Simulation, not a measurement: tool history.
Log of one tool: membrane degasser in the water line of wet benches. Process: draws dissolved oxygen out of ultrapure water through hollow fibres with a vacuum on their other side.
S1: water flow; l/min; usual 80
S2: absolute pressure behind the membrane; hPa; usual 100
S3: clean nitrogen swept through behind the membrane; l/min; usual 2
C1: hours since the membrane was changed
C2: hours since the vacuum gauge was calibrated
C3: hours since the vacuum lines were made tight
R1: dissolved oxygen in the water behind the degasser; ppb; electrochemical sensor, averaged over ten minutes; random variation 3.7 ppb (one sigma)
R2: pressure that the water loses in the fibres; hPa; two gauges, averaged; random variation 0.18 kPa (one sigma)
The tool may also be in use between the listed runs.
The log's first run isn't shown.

run	day	S1	S2	S3	C1	C2	C3	R1	R2
2	10.933	80	100	2	4484	582	3190	564	300.4
3	19.258	80	100	1.11	4684	782	3390	832.2	305.7
4	27.017	80	100	2	4870	968	3576	561.6	303.6
5	38.642	80	100	2	5149	1247	3855	571.1	301.2
6	45.304	80	100	2	5309	1407	4015	559.4	299.4
7	57.267	80	148	2	5596	1694	4302	889	299.4
8	63.333	80	148	2	5742	1839	4448	886.7	298.7
9	75.517	80	148	0.8	6034	2132	4740	1592.1	301.5
10	87.867	80	148	0.8	6330	2428	5036	1598.8	300
11	98.712	80	148	0.8	6591	2688	5297	1606.1	299.8
12	110.258	80	148	0.8	6868	2966	5574	1606.4	299.6
13	120.192	80	148	0.8	7106	3204	5812	1589.9	294
# day 125.808: vacuum gauge calibrated
14	128.529	80	193	2	7306	65	6012	1195.5	296.5
15	136.75	80	193	2	7503	263	6209	1178.9	298.8

The next listed run, before its measurement:
16	147.2	80	100	2.12	7754	513	6460	?	?

R1: 539.6 ppb
R2: 295.1 hPa
Without the tool's hidden state the same run would have given R1 539.3 ppb, R2 299.1 hPa.
